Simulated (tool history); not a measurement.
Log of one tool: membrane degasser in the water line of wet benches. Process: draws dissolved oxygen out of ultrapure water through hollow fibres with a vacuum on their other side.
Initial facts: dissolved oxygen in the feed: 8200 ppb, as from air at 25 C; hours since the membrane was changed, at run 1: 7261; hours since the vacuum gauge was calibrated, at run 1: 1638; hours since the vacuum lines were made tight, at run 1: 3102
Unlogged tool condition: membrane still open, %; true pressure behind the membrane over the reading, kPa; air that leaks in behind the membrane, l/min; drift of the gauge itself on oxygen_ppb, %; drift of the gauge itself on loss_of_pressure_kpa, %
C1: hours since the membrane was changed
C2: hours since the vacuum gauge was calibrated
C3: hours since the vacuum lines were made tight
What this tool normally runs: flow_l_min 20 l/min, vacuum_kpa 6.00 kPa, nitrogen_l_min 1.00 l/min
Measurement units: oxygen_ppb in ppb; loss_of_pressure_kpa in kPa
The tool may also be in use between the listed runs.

run 1 day=0.000 | flow_l_min=20 vacuum_kpa=6.00 nitrogen_l_min=1.00 | C1=7261 C2=1638 C3=3102 | oxygen_ppb=124.8 loss_of_pressure_kpa=46.54
run 2 day=11.825 | flow_l_min=20 vacuum_kpa=3.66 nitrogen_l_min=1.00 | C1=7545 C2=1922 C3=3386 | oxygen_ppb=22.5 loss_of_pressure_kpa=46.48
run 3 day=18.454 | flow_l_min=20 vacuum_kpa=6.00 nitrogen_l_min=0.55 | C1=7704 C2=2081 C3=3545 | oxygen_ppb=205.5 loss_of_pressure_kpa=46.56
run 4 day=27.800 | flow_l_min=29 vacuum_kpa=6.00 nitrogen_l_min=1.00 | C1=7929 C2=2305 C3=3770 | oxygen_ppb=175.1 loss_of_pressure_kpa=67.71
run 5 day=36.729 | flow_l_min=29 vacuum_kpa=6.00 nitrogen_l_min=1.00 | C1=8143 C2=2519 C3=3984 | oxygen_ppb=176.1 loss_of_pressure_kpa=67.50
run 6 day=49.650 | flow_l_min=20 vacuum_kpa=6.00 nitrogen_l_min=1.00 | C1=8453 C2=2829 C3=4294 | oxygen_ppb=124.8 loss_of_pressure_kpa=46.30
run 7 day=59.042 | flow_l_min=20 vacuum_kpa=6.00 nitrogen_l_min=1.00 | C1=8678 C2=3055 C3=4519 | oxygen_ppb=124.7 loss_of_pressure_kpa=46.57
-- day=69.146 vacuum gauge calibrated
run 8 day=70.538 | flow_l_min=20 vacuum_kpa=6.00 nitrogen_l_min=1.00 | C1=8954 C2=33 C3=4795 | oxygen_ppb=125.5 loss_of_pressure_kpa=46.61
run 9 day=81.967 | flow_l_min=20 vacuum_kpa=6.00 nitrogen_l_min=1.00 | C1=9228 C2=308 C3=5069 | oxygen_ppb=125.1 loss_of_pressure_kpa=46.91
run 10 day=89.704 | flow_l_min=20 vacuum_kpa=6.00 nitrogen_l_min=1.00 | C1=9414 C2=493 C3=5255 | oxygen_ppb=124.8 loss_of_pressure_kpa=46.75
run 11 day=98.646 | flow_l_min=20 vacuum_kpa=6.00 nitrogen_l_min=1.00 | C1=9628 C2=708 C3=5469 | oxygen_ppb=125.0 loss_of_pressure_kpa=46.35
run 12 day=112.333 | flow_l_min=20 vacuum_kpa=6.00 nitrogen_l_min=1.00 | C1=9957 C2=1036 C3=5798 | oxygen_ppb=124.6 loss_of_pressure_kpa=46.12
run 13 day=126.808 | flow_l_min=20 vacuum_kpa=6.00 nitrogen_l_min=1.00 | C1=10304 C2=1384 C3=6145 | oxygen_ppb=124.7 loss_of_pressure_kpa=46.62
run 14 day=139.925 | flow_l_min=20 vacuum_kpa=6.00 nitrogen_l_min=1.00 | C1=10619 C2=1699 C3=6460 | oxygen_ppb=123.8 loss_of_pressure_kpa=46.58
run 15 day=148.667 | flow_l_min=20 vacuum_kpa=6.00 nitrogen_l_min=1.00 | C1=10829 C2=1908 C3=6670 | oxygen_ppb=124.6 loss_of_pressure_kpa=46.44
run 16 day=162.008 | flow_l_min=20 vacuum_kpa=6.00 nitrogen_l_min=1.00 | C1=11149 C2=2229 C3=6990 | oxygen_ppb=124.2 loss_of_pressure_kpa=46.28
run 17 day=168.442 | flow_l_min=20 vacuum_kpa=5.59 nitrogen_l_min=0.68 | C1=11304 C2=2383 C3=7145 | oxygen_ppb=147.3 loss_of_pressure_kpa=46.88
run 18 day=180.821 | flow_l_min=14 vacuum_kpa=6.00 nitrogen_l_min=1.00 | C1=11601 C2=2680 C3=7442 | oxygen_ppb=89.8 loss_of_pressure_kpa=32.58
run 19 day=193.725 | flow_l_min=14 vacuum_kpa=6.00 nitrogen_l_min=1.00 | C1=11910 C2=2990 C3=7751 | oxygen_ppb=89.4 loss_of_pressure_kpa=32.40
-- day=206.562 vacuum gauge calibrated
run 20 day=207.379 | flow_l_min=19 vacuum_kpa=5.06 nitrogen_l_min=2.36 | C1=12238 C2=20 C3=8079 | oxygen_ppb=36.8 loss_of_pressure_kpa=44.04
run 21 day=220.233 | flow_l_min=16 vacuum_kpa=4.23 nitrogen_l_min=2.63 | C1=12546 C2=328 C3=8387 | oxygen_ppb=15.9 loss_of_pressure_kpa=37.20
run 22 day=226.621 | flow_l_min=19 vacuum_kpa=4.43 nitrogen_l_min=2.63 | C1=12699 C2=481 C3=8540 | oxygen_ppb=22.8 loss_of_pressure_kpa=44.24
run 23 day=234.712 | flow_l_min=27 vacuum_kpa=5.53 nitrogen_l_min=0.57 | C1=12894 C2=676 C3=8735 | oxygen_ppb=212.6 loss_of_pressure_kpa=62.87
run 24 day=244.633 | flow_l_min=27 vacuum_kpa=4.12 nitrogen_l_min=0.57 | C1=13132 C2=914 C3=8973 | oxygen_ppb=87.9 loss_of_pressure_kpa=62.85
run 25 day=252.867 | flow_l_min=28 vacuum_kpa=4.12 nitrogen_l_min=0.68 | C1=13329 C2=1111 C3=9170 | oxygen_ppb=80.2 loss_of_pressure_kpa=65.01
-- day=264.188 seals of the vacuum lines changed
run 26 day=264.188 | flow_l_min=15 vacuum_kpa=10.73 nitrogen_l_min=1.11 | C1=13599 C2=1381 C3=0 | oxygen_ppb=227.0 loss_of_pressure_kpa=35.23
run 27 day=271.758 | flow_l_min=23 vacuum_kpa=7.73 nitrogen_l_min=2.59 | C1=13781 C2=1563 C3=182 | oxygen_ppb=96.3 loss_of_pressure_kpa=53.16
run 28 day=281.638 | flow_l_min=26 vacuum_kpa=7.73 nitrogen_l_min=0.69 | C1=14018 C2=1800 C3=419 | oxygen_ppb=332.9 loss_of_pressure_kpa=60.67
run 29 day=295.367 | flow_l_min=21 vacuum_kpa=9.95 nitrogen_l_min=2.31 | C1=14347 C2=2129 C3=748 | oxygen_ppb=143.5 loss_of_pressure_kpa=48.95
run 30 day=304.225 | flow_l_min=21 vacuum_kpa=9.95 nitrogen_l_min=2.31 | C1=14560 C2=2342 C3=961 | oxygen_ppb=144.6 loss_of_pressure_kpa=48.97
run 31 day=316.212 | flow_l_min=21 vacuum_kpa=9.95 nitrogen_l_min=2.31 | C1=14848 C2=2630 C3=1249 | oxygen_ppb=143.7 loss_of_pressure_kpa=48.46

Consider 4 possible next runs. They are alternatives, not a sequence: every one starts from the tool as it was left by run 31. What does each give?
run A day=327.317 | flow_l_min=29 vacuum_kpa=8.55 nitrogen_l_min=0.59 | C1=15114 C2=2896 C3=1515 | oxygen_ppb=? loss_of_pressure_kpa=?
run B day=327.317 | flow_l_min=13 vacuum_kpa=10.07 nitrogen_l_min=0.46 | C1=15114 C2=2896 C3=1515 | oxygen_ppb=? loss_of_pressure_kpa=?
run C day=327.317 | flow_l_min=19 vacuum_kpa=9.95 nitrogen_l_min=0.81 | C1=15114 C2=2896 C3=1515 | oxygen_ppb=? loss_of_pressure_kpa=?
run D day=327.317 | flow_l_min=19 vacuum_kpa=6.97 nitrogen_l_min=2.33 | C1=15114 C2=2896 C3=1515 | oxygen_ppb=? loss_of_pressure_kpa=?

run=A oxygen_ppb=478.4 loss_of_pressure_kpa=66.83
run=B oxygen_ppb=388.9 loss_of_pressure_kpa=30.14
run=C oxygen_ppb=328.7 loss_of_pressure_kpa=44.06
run=D oxygen_ppb=73.5 loss_of_pressure_kpa=44.20
The same runs, with their run-to-run variation unchanged, on a tool lacking any hidden condition would have given:
run=A oxygen_ppb=486.9 loss_of_pressure_kpa=66.78
run=B oxygen_ppb=395.7 loss_of_pressure_kpa=30.12
run=C oxygen_ppb=334.5 loss_of_pressure_kpa=44.03
run=D oxygen_ppb=74.8 loss_of_pressure_kpa=44.16
